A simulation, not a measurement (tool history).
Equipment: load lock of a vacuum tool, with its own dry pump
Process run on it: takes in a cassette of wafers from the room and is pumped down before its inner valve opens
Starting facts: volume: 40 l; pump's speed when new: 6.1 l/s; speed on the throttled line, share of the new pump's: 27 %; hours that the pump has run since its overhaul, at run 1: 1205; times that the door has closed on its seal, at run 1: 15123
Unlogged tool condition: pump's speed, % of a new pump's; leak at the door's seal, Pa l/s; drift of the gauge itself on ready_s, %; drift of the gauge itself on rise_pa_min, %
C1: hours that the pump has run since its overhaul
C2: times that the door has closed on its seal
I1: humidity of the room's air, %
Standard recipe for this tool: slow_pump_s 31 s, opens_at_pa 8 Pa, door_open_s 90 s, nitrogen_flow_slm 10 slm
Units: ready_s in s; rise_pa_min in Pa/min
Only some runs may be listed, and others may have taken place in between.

run 1 hour=0.0 | slow_pump_s=31 opens_at_pa=8 door_open_s=90 nitrogen_flow_slm=10 | C1=1205 C2=15123 | I1=40.8 | ready_s=84.7 rise_pa_min=0.198
run 2 hour=178.0 | slow_pump_s=31 opens_at_pa=8 door_open_s=90 nitrogen_flow_slm=10 | C1=1383 C2=15327 | I1=45.2 | ready_s=84.4 rise_pa_min=0.205
run 3 hour=553.0 | slow_pump_s=31 opens_at_pa=8 door_open_s=90 nitrogen_flow_slm=10 | C1=1758 C2=15756 | I1=44.9 | ready_s=85.4 rise_pa_min=0.205
run 4 hour=764.8 | slow_pump_s=50 opens_at_pa=8 door_open_s=90 nitrogen_flow_slm=10 | C1=1970 C2=15998 | I1=44.8 | ready_s=99.2 rise_pa_min=0.220
run 5 hour=1028.5 | slow_pump_s=31 opens_at_pa=8 door_open_s=90 nitrogen_flow_slm=7 | C1=2233 C2=16300 | I1=45.0 | ready_s=85.7 rise_pa_min=0.223
run 6 hour=1201.3 | slow_pump_s=31 opens_at_pa=8 door_open_s=90 nitrogen_flow_slm=20 | C1=2406 C2=16498 | I1=43.8 | ready_s=85.6 rise_pa_min=0.210
run 7 hour=1584.3 | slow_pump_s=31 opens_at_pa=14 door_open_s=90 nitrogen_flow_slm=10 | C1=2789 C2=16936 | I1=46.7 | ready_s=82.1 rise_pa_min=0.236
run 8 hour=1811.1 | slow_pump_s=31 opens_at_pa=14 door_open_s=90 nitrogen_flow_slm=10 | C1=3016 C2=17195 | I1=45.7 | ready_s=81.5 rise_pa_min=0.232
run 9 hour=2003.0 | slow_pump_s=31 opens_at_pa=11 door_open_s=90 nitrogen_flow_slm=10 | C1=3208 C2=17415 | I1=42.6 | ready_s=83.3 rise_pa_min=0.232
run 10 hour=2210.0 | slow_pump_s=31 opens_at_pa=11 door_open_s=90 nitrogen_flow_slm=10 | C1=3415 C2=17652 | I1=44.4 | ready_s=82.8 rise_pa_min=0.240
run 11 hour=2551.3 | slow_pump_s=31 opens_at_pa=11 door_open_s=90 nitrogen_flow_slm=10 | C1=3756 C2=18042 | I1=46.0 | ready_s=83.1 rise_pa_min=0.241
run 12 hour=2925.1 | slow_pump_s=31 opens_at_pa=10 door_open_s=90 nitrogen_flow_slm=10 | C1=4130 C2=18470 | I1=44.0 | ready_s=85.3 rise_pa_min=0.245
run 13 hour=3313.2 | slow_pump_s=31 opens_at_pa=8 door_open_s=90 nitrogen_flow_slm=10 | C1=4518 C2=18914 | I1=45.9 | ready_s=86.6 rise_pa_min=0.246
run 14 hour=3578.2 | slow_pump_s=31 opens_at_pa=8 door_open_s=90 nitrogen_flow_slm=10 | C1=4783 C2=19217 | I1=47.7 | ready_s=86.1 rise_pa_min=0.264
run 15 hour=3961.5 | slow_pump_s=31 opens_at_pa=8 door_open_s=90 nitrogen_flow_slm=10 | C1=5166 C2=19656 | I1=43.9 | ready_s=86.3 rise_pa_min=0.259
run 16 hour=4219.7 | slow_pump_s=31 opens_at_pa=8 door_open_s=90 nitrogen_flow_slm=10 | C1=5425 C2=19951 | I1=46.1 | ready_s=86.0 rise_pa_min=0.266
run 17 hour=4468.7 | slow_pump_s=31 opens_at_pa=8 door_open_s=90 nitrogen_flow_slm=10 | C1=5674 C2=20236 | I1=48.4 | ready_s=86.8 rise_pa_min=0.279
run 18 hour=4796.4 | slow_pump_s=31 opens_at_pa=8 door_open_s=90 nitrogen_flow_slm=10 | C1=6001 C2=20611 | I1=42.8 | ready_s=87.3 rise_pa_min=0.276
run 19 hour=5012.7 | slow_pump_s=31 opens_at_pa=8 door_open_s=90 nitrogen_flow_slm=10 | C1=6218 C2=20859 | I1=47.7 | ready_s=86.8 rise_pa_min=0.278
run 20 hour=5391.5 | slow_pump_s=24 opens_at_pa=8 door_open_s=90 nitrogen_flow_slm=9 | C1=6596 C2=21292 | I1=46.4 | ready_s=82.7 rise_pa_min=0.291
run 21 hour=5678.8 | slow_pump_s=24 opens_at_pa=8 door_open_s=90 nitrogen_flow_slm=9 | C1=6884 C2=21621 | I1=47.5 | ready_s=82.6 rise_pa_min=0.289
run 22 hour=6036.7 | slow_pump_s=24 opens_at_pa=8 door_open_s=90 nitrogen_flow_slm=9 | C1=7242 C2=22031 | I1=46.5 | ready_s=81.0 rise_pa_min=0.308
run 23 hour=6274.7 | slow_pump_s=24 opens_at_pa=8 door_open_s=90 nitrogen_flow_slm=9 | C1=7480 C2=22303 | I1=48.3 | ready_s=81.3 rise_pa_min=0.311
run 24 hour=6661.7 | slow_pump_s=31 opens_at_pa=15 door_open_s=38 nitrogen_flow_slm=10 | C1=7867 C2=22746 | I1=47.4 | ready_s=84.2 rise_pa_min=0.277
run 25 hour=6896.7 | slow_pump_s=18 opens_at_pa=12 door_open_s=38 nitrogen_flow_slm=10 | C1=8102 C2=23015 | I1=46.5 | ready_s=75.1 rise_pa_min=0.278
run 26 hour=7177.9 | slow_pump_s=18 opens_at_pa=12 door_open_s=38 nitrogen_flow_slm=10 | C1=8383 C2=23336 | I1=42.3 | ready_s=76.5 rise_pa_min=0.288
run 27 hour=7430.7 | slow_pump_s=18 opens_at_pa=12 door_open_s=38 nitrogen_flow_slm=43 | C1=8636 C2=23626 | I1=43.0 | ready_s=76.1 rise_pa_min=0.273
run 28 hour=7670.1 | slow_pump_s=36 opens_at_pa=7 door_open_s=132 nitrogen_flow_slm=19 | C1=8875 C2=23900 | I1=47.9 | ready_s=92.5 rise_pa_min=0.337
run 29 hour=7994.9 | slow_pump_s=29 opens_at_pa=7 door_open_s=53 nitrogen_flow_slm=19 | C1=9200 C2=24271 | I1=46.0 | ready_s=88.1 rise_pa_min=0.303
run 30 hour=8229.8 | slow_pump_s=31 opens_at_pa=12 door_open_s=90 nitrogen_flow_slm=10 | C1=9435 C2=24540 | I1=42.7 | ready_s=85.6 rise_pa_min=0.331
run 31 hour=8411.3 | slow_pump_s=34 opens_at_pa=10 door_open_s=170 nitrogen_flow_slm=41 | C1=9616 C2=24748 | I1=45.4 | ready_s=88.5 rise_pa_min=0.340
run 32 hour=8683.9 | slow_pump_s=34 opens_at_pa=10 door_open_s=170 nitrogen_flow_slm=41 | C1=9889 C2=25060 | I1=46.7 | ready_s=88.9 rise_pa_min=0.336
run 33 hour=9077.0 | slow_pump_s=34 opens_at_pa=9 door_open_s=170 nitrogen_flow_slm=41 | C1=10282 C2=25509 | I1=48.7 | ready_s=90.4 rise_pa_min=0.360
run 34 hour=9326.0 | slow_pump_s=34 opens_at_pa=9 door_open_s=170 nitrogen_flow_slm=41 | C1=10531 C2=25794 | I1=47.0 | ready_s=89.9 rise_pa_min=0.362
run 35 hour=9690.8 | slow_pump_s=34 opens_at_pa=9 door_open_s=170 nitrogen_flow_slm=33 | C1=10896 C2=26212 | I1=43.8 | ready_s=89.8 rise_pa_min=0.367
run 36 hour=9884.6 | slow_pump_s=31 opens_at_pa=10 door_open_s=90 nitrogen_flow_slm=10 | C1=11090 C2=26434 | I1=45.0 | ready_s=87.3 rise_pa_min=0.361
run 37 hour=10232.8 | slow_pump_s=31 opens_at_pa=8 door_open_s=90 nitrogen_flow_slm=11 | C1=11438 C2=26832 | I1=46.3 | ready_s=89.2 rise_pa_min=0.369

What if the next run were any one of these 4? Each begins from the tool's condition after run 37:
run A hour=10552.6 | slow_pump_s=31 opens_at_pa=8 door_open_s=68 nitrogen_flow_slm=6 | C1=11757 C2=27198 | I1=48.0 | ready_s=? rise_pa_min=?
run B hour=10552.6 | slow_pump_s=28 opens_at_pa=8 door_open_s=90 nitrogen_flow_slm=8 | C1=11757 C2=27198 | I1=47.7 | ready_s=? rise_pa_min=?
run C hour=10552.6 | slow_pump_s=31 opens_at_pa=9 door_open_s=90 nitrogen_flow_slm=9 | C1=11757 C2=27198 | I1=42.3 | ready_s=? rise_pa_min=?
run D hour=10552.6 | slow_pump_s=31 opens_at_pa=7 door_open_s=90 nitrogen_flow_slm=17 | C1=11757 C2=27198 | I1=45.2 | ready_s=? rise_pa_min=?

run=A ready_s=89.2 rise_pa_min=0.373
run=B ready_s=87.3 rise_pa_min=0.387
run=C ready_s=88.7 rise_pa_min=0.377
run=D ready_s=89.8 rise_pa_min=0.383
Had the tool no hidden state, the same runs would have come out as:
run=A ready_s=84.9 rise_pa_min=0.066
run=B ready_s=82.7 rise_pa_min=0.077
run=C ready_s=84.4 rise_pa_min=0.068
run=D ready_s=85.4 rise_pa_min=0.068
